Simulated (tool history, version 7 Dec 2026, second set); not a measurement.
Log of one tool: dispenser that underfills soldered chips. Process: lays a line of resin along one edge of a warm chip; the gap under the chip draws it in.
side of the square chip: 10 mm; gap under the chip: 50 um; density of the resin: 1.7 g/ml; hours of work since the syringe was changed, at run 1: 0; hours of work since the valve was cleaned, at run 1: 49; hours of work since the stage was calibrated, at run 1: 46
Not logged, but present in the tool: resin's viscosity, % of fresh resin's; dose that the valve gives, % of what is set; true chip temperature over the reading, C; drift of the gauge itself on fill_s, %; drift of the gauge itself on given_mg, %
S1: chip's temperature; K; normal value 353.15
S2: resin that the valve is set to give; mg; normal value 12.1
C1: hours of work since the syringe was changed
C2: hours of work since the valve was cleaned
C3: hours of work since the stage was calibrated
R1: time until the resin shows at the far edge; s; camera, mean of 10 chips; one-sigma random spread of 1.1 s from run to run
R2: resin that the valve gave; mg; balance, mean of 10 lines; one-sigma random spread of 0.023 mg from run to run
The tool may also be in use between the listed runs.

| run | hour | S1 | S2 | C1 | C2 | C3 | R1 | R2 |
|---|---|---|---|---|---|---|---|---|
| 1 | 0.0 | 353.15 | 12.1 | 0 | 49 | 46 | 112.5 | 11.85 |
| 2 | 2.9 | 354.15 | 12.1 | 2 | 51 | 48 | 117.1 | 11.85 |
| 3 | 6.6 | 353.15 | 12.1 | 5 | 53 | 50 | 142.3 | 11.85 |
| 4 | 10.4 | 353.15 | 12.1 | 7 | 55 | 53 | 160.1 | 11.83 |
| 5 | 14.4 | 353.15 | 12.1 | 10 | 58 | 55 | 178.6 | 11.77 |
|  | 15.9 | new syringe of resin |
| 6 | 17.0 | 353.15 | 12.1 | 1 | 59 | 57 | 116.2 | 11.82 |
| 7 | 21.2 | 353.15 | 12.1 | 3 | 62 | 60 | 132.1 | 11.76 |
|  | 22.8 | dispensing valve cleaned and set on the balance |
| 8 | 26.5 | 353.15 | 12.1 | 6 | 2 | 62 | 151.2 | 12.12 |
| 9 | 28.9 | 353.15 | 12.1 | 8 | 4 | 64 | 160.5 | 12.12 |
| 10 | 32.0 | 353.15 | 12.1 | 10 | 6 | 66 | 180.5 | 12.06 |
|  | 33.3 | new syringe of resin |
| 11 | 34.7 | 353.15 | 12.1 | 1 | 7 | 67 | 118.6 | 12.11 |
| 12 | 36.9 | 353.15 | 12.1 | 2 | 9 | 69 | 126.2 | 12.06 |
| 13 | 40.9 | 353.15 | 10.3 | 5 | 11 | 71 | 151.1 | 10.25 |
| 14 | 44.8 | 342.15 | 10.3 | 7 | 14 | 74 | 287.5 | 10.25 |
| 15 | 48.0 | 353.15 | 14.8 | 9 | 16 | 76 | 177.6 | 14.71 |
|  | 50.0 | new syringe of resin |
| 16 | 51.2 | 353.15 | 14.8 | 1 | 18 | 78 | 113.7 | 14.76 |
| 17 | 54.3 | 353.15 | 12.1 | 3 | 20 | 80 | 128.1 | 12.01 |
| 18 | 59.3 | 353.15 | 12.1 | 6 | 23 | 83 | 150.0 | 11.99 |
| 19 | 63.0 | 363.15 | 12.1 | 8 | 25 | 85 | 109.3 | 11.98 |
|  | 66.5 | new syringe of resin |
| 20 | 67.7 | 347.15 | 13.6 | 1 | 28 | 88 | 151.3 | 13.40 |
| 21 | 69.9 | 347.15 | 13.6 | 2 | 30 | 90 | 161.1 | 13.44 |
| 22 | 74.1 | 346.15 | 12.0 | 5 | 32 | 92 | 197.3 | 11.83 |
| 23 | 77.0 | 361.15 | 12.4 | 7 | 34 | 94 | 110.7 | 12.22 |
| 24 | 82.0 | 361.15 | 12.4 | 10 | 37 | 97 | 127.8 | 12.21 |
|  | 83.0 | new syringe of resin |
| 25 | 85.7 | 350.15 | 15.7 | 2 | 40 | 99 | 136.3 | 15.42 |
| 26 | 90.4 | 365.15 | 11.2 | 5 | 43 | 103 | 89.6 | 11.01 |
| 27 | 93.6 | 361.15 | 13.0 | 7 | 45 | 105 | 111.0 | 12.78 |
| 28 | 95.9 | 339.15 | 13.3 | 8 | 46 | 106 | 330.0 | 12.96 |
|  | 99.8 | new syringe of resin |
| 29 | 100.2 | 357.15 | 13.2 | 0 | 49 | 109 | 95.1 | 12.89 |
| 30 | 105.0 | 358.15 | 14.8 | 3 | 52 | 112 | 104.2 | 14.42 |
| 31 | 109.4 | 348.15 | 13.7 | 6 | 55 | 115 | 192.4 | 13.36 |
| 32 | 114.3 | 348.15 | 13.7 | 9 | 58 | 118 | 229.3 | 13.34 |
|  | 116.4 | new syringe of resin |
| 33 | 118.3 | 342.15 | 12.1 | 1 | 60 | 120 | 205.4 | 11.75 |
| 34 | 121.7 | 365.15 | 14.0 | 3 | 62 | 122 | 79.3 | 13.61 |
|  | 123.1 | dispensing valve cleaned and set on the balance |
| 35 | 127.7 | 365.15 | 14.0 | 7 | 3 | 125 | 91.6 | 14.04 |
| 36 | 131.7 | 365.15 | 14.0 | 9 | 5 | 128 | 106.2 | 14.00 |

Forecast each of these 3 alternatives for the next run:
|  | 134.2 | new syringe of resin |
| A | 136.3 | 365.15 | 14.6 | 1 | 8 | 131 | ? | ? |
|  | 134.2 | new syringe of resin |
| B | 136.3 | 365.15 | 14.9 | 1 | 8 | 131 | ? | ? |
|  | 134.2 | new syringe of resin |
| C | 136.3 | 339.15 | 14.0 | 1 | 8 | 131 | ? | ? |

| run | R1 | R2 |
|---|---|---|
| A | 68.6 | 14.64 |
| B | 69.0 | 14.82 |
| C | 231.2 | 13.98 |
What these runs would have given with no unlogged condition in the tool:
| run | R1 | R2 |
|---|---|---|
| A | 62.5 | 14.66 |
| B | 62.9 | 14.85 |
| C | 209.5 | 14.00 |
